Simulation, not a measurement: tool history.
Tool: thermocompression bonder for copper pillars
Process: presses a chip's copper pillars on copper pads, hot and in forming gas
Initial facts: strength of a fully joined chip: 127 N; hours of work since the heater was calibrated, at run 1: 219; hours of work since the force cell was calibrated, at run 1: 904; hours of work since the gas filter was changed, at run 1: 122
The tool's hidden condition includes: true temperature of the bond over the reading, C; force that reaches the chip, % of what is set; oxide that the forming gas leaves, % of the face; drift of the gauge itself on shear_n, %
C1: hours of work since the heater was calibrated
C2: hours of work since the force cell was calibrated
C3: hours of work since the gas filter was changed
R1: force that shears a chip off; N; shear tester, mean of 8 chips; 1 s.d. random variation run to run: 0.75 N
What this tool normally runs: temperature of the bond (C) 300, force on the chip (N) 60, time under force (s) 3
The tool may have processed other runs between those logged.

run 1 hour=0.0 | temperature_of_the_bond_(C)=300 force_on_the_chip_(N)=60 time_under_force_(s)=3 | C1=219 C2=904 C3=122 | R1=72.7
run 2 hour=25.5 | temperature_of_the_bond_(C)=300 force_on_the_chip_(N)=60 time_under_force_(s)=3 | C1=235 C2=920 C3=138 | R1=70.8
run 3 hour=46.4 | temperature_of_the_bond_(C)=300 force_on_the_chip_(N)=60 time_under_force_(s)=3 | C1=248 C2=932 C3=151 | R1=71.4
run 4 hour=64.5 | temperature_of_the_bond_(C)=300 force_on_the_chip_(N)=69 time_under_force_(s)=3 | C1=259 C2=944 C3=162 | R1=78.6
run 5 hour=92.3 | temperature_of_the_bond_(C)=300 force_on_the_chip_(N)=60 time_under_force_(s)=3 | C1=276 C2=961 C3=179 | R1=70.1
run 6 hour=115.8 | temperature_of_the_bond_(C)=300 force_on_the_chip_(N)=60 time_under_force_(s)=3 | C1=291 C2=975 C3=194 | R1=70.4
run 7 hour=132.1 | temperature_of_the_bond_(C)=300 force_on_the_chip_(N)=60 time_under_force_(s)=3 | C1=301 C2=985 C3=204 | R1=70.3
run 8 hour=148.3 | temperature_of_the_bond_(C)=300 force_on_the_chip_(N)=60 time_under_force_(s)=3 | C1=311 C2=995 C3=214 | R1=70.7
run 9 hour=173.7 | temperature_of_the_bond_(C)=314 force_on_the_chip_(N)=60 time_under_force_(s)=3 | C1=326 C2=1011 C3=229 | R1=79.9
-- hour=199.5 forming gas filter changed
run 10 hour=212.7 | temperature_of_the_bond_(C)=274 force_on_the_chip_(N)=60 time_under_force_(s)=3 | C1=350 C2=1034 C3=8 | R1=54.5
run 11 hour=250.7 | temperature_of_the_bond_(C)=301 force_on_the_chip_(N)=55 time_under_force_(s)=2 | C1=373 C2=1058 C3=32 | R1=62.7
run 12 hour=268.7 | temperature_of_the_bond_(C)=326 force_on_the_chip_(N)=40 time_under_force_(s)=2 | C1=384 C2=1069 C3=43 | R1=66.8
run 13 hour=289.6 | temperature_of_the_bond_(C)=326 force_on_the_chip_(N)=40 time_under_force_(s)=2 | C1=397 C2=1082 C3=55 | R1=67.7
run 14 hour=307.2 | temperature_of_the_bond_(C)=326 force_on_the_chip_(N)=40 time_under_force_(s)=2 | C1=408 C2=1093 C3=66 | R1=65.9
run 15 hour=346.0 | temperature_of_the_bond_(C)=326 force_on_the_chip_(N)=40 time_under_force_(s)=2 | C1=432 C2=1117 C3=90 | R1=66.8
run 16 hour=378.3 | temperature_of_the_bond_(C)=326 force_on_the_chip_(N)=40 time_under_force_(s)=2 | C1=452 C2=1136 C3=110 | R1=67.1
run 17 hour=409.8 | temperature_of_the_bond_(C)=326 force_on_the_chip_(N)=40 time_under_force_(s)=2 | C1=471 C2=1156 C3=129 | R1=66.1

Estimate the outcome of run 18 from the log above:
run 18 hour=431.0 | temperature_of_the_bond_(C)=326 force_on_the_chip_(N)=40 time_under_force_(s)=2 | C1=484 C2=1169 C3=142 | R1=?

Run 18 gave R1 65.9 N.
Without the tool's hidden state the same run would have given R1 69.7 N.

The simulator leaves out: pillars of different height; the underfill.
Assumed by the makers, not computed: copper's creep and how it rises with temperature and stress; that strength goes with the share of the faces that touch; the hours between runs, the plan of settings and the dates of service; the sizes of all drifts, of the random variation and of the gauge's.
